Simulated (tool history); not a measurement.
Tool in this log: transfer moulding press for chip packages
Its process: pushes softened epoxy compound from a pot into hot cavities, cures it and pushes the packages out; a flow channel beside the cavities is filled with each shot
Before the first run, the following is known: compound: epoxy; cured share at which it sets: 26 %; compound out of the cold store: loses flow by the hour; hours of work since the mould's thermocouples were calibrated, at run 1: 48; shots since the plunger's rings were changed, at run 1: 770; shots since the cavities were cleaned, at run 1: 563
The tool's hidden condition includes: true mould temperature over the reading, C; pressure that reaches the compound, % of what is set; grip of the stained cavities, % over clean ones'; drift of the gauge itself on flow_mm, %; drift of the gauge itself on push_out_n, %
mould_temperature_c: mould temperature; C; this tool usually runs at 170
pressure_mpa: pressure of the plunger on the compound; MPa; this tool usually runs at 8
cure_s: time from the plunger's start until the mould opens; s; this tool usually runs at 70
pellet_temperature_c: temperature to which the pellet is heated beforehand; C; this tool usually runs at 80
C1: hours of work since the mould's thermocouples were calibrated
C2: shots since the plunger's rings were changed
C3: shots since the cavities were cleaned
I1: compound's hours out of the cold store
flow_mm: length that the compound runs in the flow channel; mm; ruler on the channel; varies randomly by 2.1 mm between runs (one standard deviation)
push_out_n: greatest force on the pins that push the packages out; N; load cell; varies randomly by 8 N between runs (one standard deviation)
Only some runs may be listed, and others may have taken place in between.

{"run": 1, "hour": 0.0, "mould_temperature_c": 170, "pressure_mpa": 8, "cure_s": 70, "pellet_temperature_c": 80, "C1": 48, "C2": 770, "C3": 563, "I1": 21.4, "flow_mm": 797, "push_out_n": 347}
{"run": 2, "hour": 12.4, "mould_temperature_c": 170, "pressure_mpa": 8, "cure_s": 70, "pellet_temperature_c": 80, "C1": 54, "C2": 911, "C3": 704, "I1": 11, "flow_mm": 839, "push_out_n": 366}
{"run": 3, "hour": 21.1, "mould_temperature_c": 170, "pressure_mpa": 8, "cure_s": 70, "pellet_temperature_c": 80, "C1": 58, "C2": 1011, "C3": 804, "I1": 38.8, "flow_mm": 747, "push_out_n": 330}
{"hour": 25.0, "done": "cavities cleaned with cleaning compound and waxed"}
{"run": 4, "hour": 35.2, "mould_temperature_c": 170, "pressure_mpa": 8, "cure_s": 70, "pellet_temperature_c": 80, "C1": 63, "C2": 1155, "C3": 117, "I1": 47.1, "flow_mm": 720, "push_out_n": 317}
{"run": 5, "hour": 53.2, "mould_temperature_c": 170, "pressure_mpa": 8, "cure_s": 70, "pellet_temperature_c": 80, "C1": 71, "C2": 1361, "C3": 323, "I1": 42, "flow_mm": 738, "push_out_n": 332}
{"run": 6, "hour": 66.7, "mould_temperature_c": 170, "pressure_mpa": 8, "cure_s": 70, "pellet_temperature_c": 80, "C1": 77, "C2": 1514, "C3": 476, "I1": 35.2, "flow_mm": 756, "push_out_n": 323}
{"run": 7, "hour": 79.1, "mould_temperature_c": 170, "pressure_mpa": 8, "cure_s": 70, "pellet_temperature_c": 80, "C1": 82, "C2": 1657, "C3": 619, "I1": 16.1, "flow_mm": 816, "push_out_n": 359}
{"run": 8, "hour": 92.0, "mould_temperature_c": 170, "pressure_mpa": 8, "cure_s": 70, "pellet_temperature_c": 81, "C1": 88, "C2": 1804, "C3": 766, "I1": 37.8, "flow_mm": 748, "push_out_n": 325}
{"hour": 99.1, "done": "cavities cleaned with cleaning compound and waxed"}
{"run": 9, "hour": 106.7, "mould_temperature_c": 170, "pressure_mpa": 8, "cure_s": 70, "pellet_temperature_c": 80, "C1": 94, "C2": 1954, "C3": 87, "I1": 39.8, "flow_mm": 745, "push_out_n": 335}
{"run": 10, "hour": 118.3, "mould_temperature_c": 170, "pressure_mpa": 8, "cure_s": 70, "pellet_temperature_c": 80, "C1": 99, "C2": 2087, "C3": 220, "I1": 33, "flow_mm": 764, "push_out_n": 342}
{"run": 11, "hour": 128.2, "mould_temperature_c": 170, "pressure_mpa": 8, "cure_s": 70, "pellet_temperature_c": 80, "C1": 103, "C2": 2200, "C3": 333, "I1": 41.1, "flow_mm": 738, "push_out_n": 341}
{"run": 12, "hour": 142.9, "mould_temperature_c": 170, "pressure_mpa": 8, "cure_s": 70, "pellet_temperature_c": 80, "C1": 110, "C2": 2367, "C3": 500, "I1": 29.4, "flow_mm": 777, "push_out_n": 340}
{"run": 13, "hour": 159.1, "mould_temperature_c": 170, "pressure_mpa": 8, "cure_s": 70, "pellet_temperature_c": 80, "C1": 117, "C2": 2553, "C3": 686, "I1": 27.1, "flow_mm": 785, "push_out_n": 336}
{"hour": 173.3, "done": "cavities cleaned with cleaning compound and waxed"}
{"run": 14, "hour": 173.5, "mould_temperature_c": 170, "pressure_mpa": 8, "cure_s": 70, "pellet_temperature_c": 84, "C1": 122, "C2": 2700, "C3": 2, "I1": 41.6, "flow_mm": 739, "push_out_n": 332}
{"run": 15, "hour": 182.2, "mould_temperature_c": 170, "pressure_mpa": 8.52, "cure_s": 70, "pellet_temperature_c": 87, "C1": 126, "C2": 2799, "C3": 101, "I1": 9.4, "flow_mm": 867, "push_out_n": 341}
{"run": 16, "hour": 198.3, "mould_temperature_c": 166, "pressure_mpa": 8, "cure_s": 70, "pellet_temperature_c": 73, "C1": 133, "C2": 2983, "C3": 285, "I1": 11.9, "flow_mm": 844, "push_out_n": 508}
{"run": 17, "hour": 212.8, "mould_temperature_c": 170, "pressure_mpa": 8.49, "cure_s": 70, "pellet_temperature_c": 88, "C1": 140, "C2": 3149, "C3": 451, "I1": 13.8, "flow_mm": 851, "push_out_n": 351}
{"run": 18, "hour": 222.0, "mould_temperature_c": 169, "pressure_mpa": 8.41, "cure_s": 52, "pellet_temperature_c": 89, "C1": 144, "C2": 3255, "C3": 557, "I1": 30, "flow_mm": 790, "push_out_n": 701}
{"run": 19, "hour": 232.6, "mould_temperature_c": 167, "pressure_mpa": 8.39, "cure_s": 85, "pellet_temperature_c": 89, "C1": 148, "C2": 3375, "C3": 677, "I1": 25.8, "flow_mm": 809, "push_out_n": 266}
{"hour": 247.4, "done": "cavities cleaned with cleaning compound and waxed"}
{"run": 20, "hour": 247.4, "mould_temperature_c": 167, "pressure_mpa": 8.39, "cure_s": 85, "pellet_temperature_c": 89, "C1": 154, "C2": 3527, "C3": 0, "I1": 27.3, "flow_mm": 807, "push_out_n": 283}
{"run": 21, "hour": 258.6, "mould_temperature_c": 173, "pressure_mpa": 6.34, "cure_s": 66, "pellet_temperature_c": 88, "C1": 159, "C2": 3655, "C3": 128, "I1": 36.9, "flow_mm": 665, "push_out_n": 308}
{"run": 22, "hour": 276.3, "mould_temperature_c": 173, "pressure_mpa": 6.34, "cure_s": 66, "pellet_temperature_c": 88, "C1": 167, "C2": 3857, "C3": 330, "I1": 11.3, "flow_mm": 730, "push_out_n": 328}
{"hour": 292.2, "done": "plunger's sealing rings changed"}
{"run": 23, "hour": 295.3, "mould_temperature_c": 173, "pressure_mpa": 6.34, "cure_s": 66, "pellet_temperature_c": 88, "C1": 174, "C2": 35, "C3": 519, "I1": 41.6, "flow_mm": 651, "push_out_n": 308}
{"run": 24, "hour": 312.7, "mould_temperature_c": 162, "pressure_mpa": 7.5, "cure_s": 70, "pellet_temperature_c": 79, "C1": 182, "C2": 234, "C3": 718, "I1": 24.8, "flow_mm": 787, "push_out_n": 633}
{"hour": 324.2, "done": "cavities cleaned with cleaning compound and waxed"}
{"run": 25, "hour": 332.3, "mould_temperature_c": 170, "pressure_mpa": 8, "cure_s": 75, "pellet_temperature_c": 76, "C1": 189, "C2": 440, "C3": 92, "I1": 22, "flow_mm": 800, "push_out_n": 308}
{"run": 26, "hour": 349.9, "mould_temperature_c": 170, "pressure_mpa": 9.59, "cure_s": 70, "pellet_temperature_c": 90, "C1": 197, "C2": 641, "C3": 293, "I1": 13.9, "flow_mm": 903, "push_out_n": 326}
{"run": 27, "hour": 360.6, "mould_temperature_c": 170, "pressure_mpa": 8, "cure_s": 97, "pellet_temperature_c": 80, "C1": 202, "C2": 763, "C3": 415, "I1": 32, "flow_mm": 769, "push_out_n": 225}
{"run": 28, "hour": 372.9, "mould_temperature_c": 170, "pressure_mpa": 6.06, "cure_s": 86, "pellet_temperature_c": 80, "C1": 207, "C2": 904, "C3": 556, "I1": 37.6, "flow_mm": 654, "push_out_n": 240}

How would selected steps in push_out_n from run to run divide? Give the signed amount a tool lacking its hidden state would still show from settings, what came in and random variation, and the signed amount left for the hidden state, including any gauge scatter that is not in both of the compared results.
Run 17 -> 18: mould_temperature_c 170 -> 169, pressure_mpa 8.49 -> 8.41, cure_s 70 -> 52, pellet_temperature_c 88 -> 89. push_out_n +350 N: hidden state +7, all else +343.
Run 18 -> 19: mould_temperature_c 169 -> 167, pressure_mpa 8.41 -> 8.39, cure_s 52 -> 85. push_out_n -435 N: hidden state -6, all else -429.
Run 23 -> 24: mould_temperature_c 173 -> 162, pressure_mpa 6.34 -> 7.5, cure_s 66 -> 70, pellet_temperature_c 88 -> 79. push_out_n +325 N: hidden state +8, all else +317.
Run 24 -> 25: mould_temperature_c 162 -> 170, pressure_mpa 7.5 -> 8, cure_s 70 -> 75, pellet_temperature_c 79 -> 76, cavities cleaned with cleaning compound and waxed. push_out_n -325 N: hidden state -10, all else -315.
